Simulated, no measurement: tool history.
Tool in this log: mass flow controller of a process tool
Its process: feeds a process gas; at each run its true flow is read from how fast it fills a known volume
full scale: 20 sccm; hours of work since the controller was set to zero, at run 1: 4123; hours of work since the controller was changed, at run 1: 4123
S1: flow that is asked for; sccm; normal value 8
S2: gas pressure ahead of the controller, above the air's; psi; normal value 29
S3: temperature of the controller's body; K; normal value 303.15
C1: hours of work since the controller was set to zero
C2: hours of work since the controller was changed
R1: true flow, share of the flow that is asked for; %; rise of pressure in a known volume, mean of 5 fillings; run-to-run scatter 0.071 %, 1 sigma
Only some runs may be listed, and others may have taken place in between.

run,day,S1,S2,S3,C1,C2,R1
1,0,8,29,303.15,4123,4123,100.31
2,14.804,8,29,303.15,4347,4347,100.35
# day 23.288: controller's zero set anew
3,30.467,8,29,303.15,108,4583,100.12
4,38.729,8,29,303.15,233,4708,100.12
5,54.938,2,29,303.15,478,4953,99.95
6,65.5,2,29,303.15,638,5112,99.93
7,85.608,8,29,312.15,942,5416,101.07
8,98.079,8,38.9,303.15,1130,5604,100.34
9,111.312,8,38.9,303.15,1330,5804,100.34

The next listed run, before its measurement:
10,124.1,8,40,309.15,1523,5997,?

{"run 10": {"R1": 101.02}}
Without the tool's hidden state the same run would have given R1 101.47 %.
